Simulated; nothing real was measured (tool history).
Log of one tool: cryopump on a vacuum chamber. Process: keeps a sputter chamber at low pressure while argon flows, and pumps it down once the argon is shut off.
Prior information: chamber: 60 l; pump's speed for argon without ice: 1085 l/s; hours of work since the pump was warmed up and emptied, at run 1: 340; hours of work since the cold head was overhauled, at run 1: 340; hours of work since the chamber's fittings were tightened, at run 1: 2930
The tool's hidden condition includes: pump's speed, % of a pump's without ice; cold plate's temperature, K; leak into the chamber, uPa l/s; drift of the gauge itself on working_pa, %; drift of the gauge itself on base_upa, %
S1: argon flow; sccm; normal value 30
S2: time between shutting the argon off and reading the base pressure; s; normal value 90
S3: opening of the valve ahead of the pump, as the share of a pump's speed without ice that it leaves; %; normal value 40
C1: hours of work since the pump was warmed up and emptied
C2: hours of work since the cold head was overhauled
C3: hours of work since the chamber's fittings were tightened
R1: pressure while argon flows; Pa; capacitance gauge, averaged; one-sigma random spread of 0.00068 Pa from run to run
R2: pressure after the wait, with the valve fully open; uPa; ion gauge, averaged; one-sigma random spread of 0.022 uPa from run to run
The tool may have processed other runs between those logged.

| run | hour | S1 | S2 | S3 | C1 | C2 | C3 | R1 | R2 |
|---|---|---|---|---|---|---|---|---|---|
| 1 | 0.0 | 30 | 90 | 40 | 340 | 340 | 2930 | 0.1225 | 1.51 |
| 2 | 15.0 | 30 | 90 | 18 | 350 | 350 | 2941 | 0.2633 | 1.56 |
| 3 | 31.7 | 30 | 90 | 18 | 362 | 362 | 2953 | 0.2644 | 1.57 |
| 4 | 45.2 | 30 | 90 | 40 | 371 | 371 | 2962 | 0.1220 | 1.57 |
| 5 | 60.9 | 30 | 90 | 40 | 382 | 382 | 2973 | 0.1216 | 1.59 |
|  | 69.6 | leaking fittings of the chamber tightened, without venting |
| 6 | 79.9 | 30 | 90 | 40 | 394 | 394 | 7 | 0.1222 | 0.70 |
| 7 | 91.5 | 30 | 90 | 40 | 402 | 402 | 15 | 0.1227 | 0.71 |
| 8 | 114.7 | 30 | 90 | 40 | 418 | 418 | 31 | 0.1226 | 0.72 |
| 9 | 137.3 | 30 | 90 | 16 | 434 | 434 | 47 | 0.2976 | 0.73 |
| 10 | 151.7 | 30 | 90 | 39 | 444 | 444 | 57 | 0.1253 | 0.77 |
| 11 | 162.7 | 30 | 90 | 40 | 452 | 452 | 65 | 0.1228 | 0.74 |
| 12 | 184.6 | 30 | 90 | 40 | 467 | 467 | 80 | 0.1230 | 0.78 |
| 13 | 207.6 | 30 | 90 | 40 | 483 | 483 | 96 | 0.1241 | 0.74 |
| 14 | 219.8 | 30 | 90 | 40 | 492 | 492 | 105 | 0.1255 | 0.75 |
| 15 | 243.9 | 30 | 90 | 40 | 508 | 508 | 122 | 0.1240 | 0.75 |
| 16 | 263.3 | 30 | 90 | 40 | 522 | 522 | 135 | 0.1240 | 0.76 |
| 17 | 277.9 | 30 | 90 | 40 | 532 | 532 | 145 | 0.1239 | 0.78 |
| 18 | 289.9 | 30 | 90 | 40 | 541 | 541 | 154 | 0.1248 | 0.77 |
| 19 | 309.7 | 53 | 86 | 40 | 554 | 554 | 168 | 0.2202 | 0.79 |
| 20 | 321.3 | 12 | 21 | 18 | 562 | 562 | 176 | 0.1054 | 2.14 |
| 21 | 331.6 | 12 | 21 | 18 | 570 | 570 | 183 | 0.1076 | 2.14 |
| 22 | 345.7 | 35 | 50 | 55 | 579 | 579 | 193 | 0.1089 | 1.13 |
| 23 | 358.0 | 30 | 64 | 52 | 588 | 588 | 201 | 0.0982 | 0.99 |
| 24 | 382.0 | 23 | 107 | 24 | 605 | 605 | 218 | 0.1549 | 0.81 |
| 25 | 398.4 | 27 | 32 | 17 | 616 | 616 | 230 | 0.2550 | 1.54 |
| 26 | 419.0 | 27 | 32 | 17 | 631 | 631 | 244 | 0.2553 | 1.51 |

What if the next run were any one of these 5? Each begins from the tool's condition after run 26:
| A | 441.1 | 31 | 32 | 17 | 646 | 646 | 259 | ? | ? |
| B | 441.1 | 16 | 87 | 24 | 646 | 646 | 259 | ? | ? |
| C | 441.1 | 54 | 32 | 17 | 646 | 646 | 259 | ? | ? |
| D | 441.1 | 30 | 90 | 37 | 646 | 646 | 259 | ? | ? |
| E | 441.1 | 24 | 32 | 17 | 646 | 646 | 259 | ? | ? |

| run | R1 | R2 |
|---|---|---|
| A | 0.2961 | 1.53 |
| B | 0.1098 | 0.79 |
| C | 0.5139 | 1.56 |
| D | 0.1377 | 0.83 |
| E | 0.2287 | 1.52 |
Had the tool no hidden state, the same runs would have come out as:
| run | R1 | R2 |
|---|---|---|
| A | 0.2859 | 1.39 |
| B | 0.1045 | 0.65 |
| C | 0.4961 | 1.42 |
| D | 0.1279 | 0.69 |
| E | 0.2208 | 1.39 |
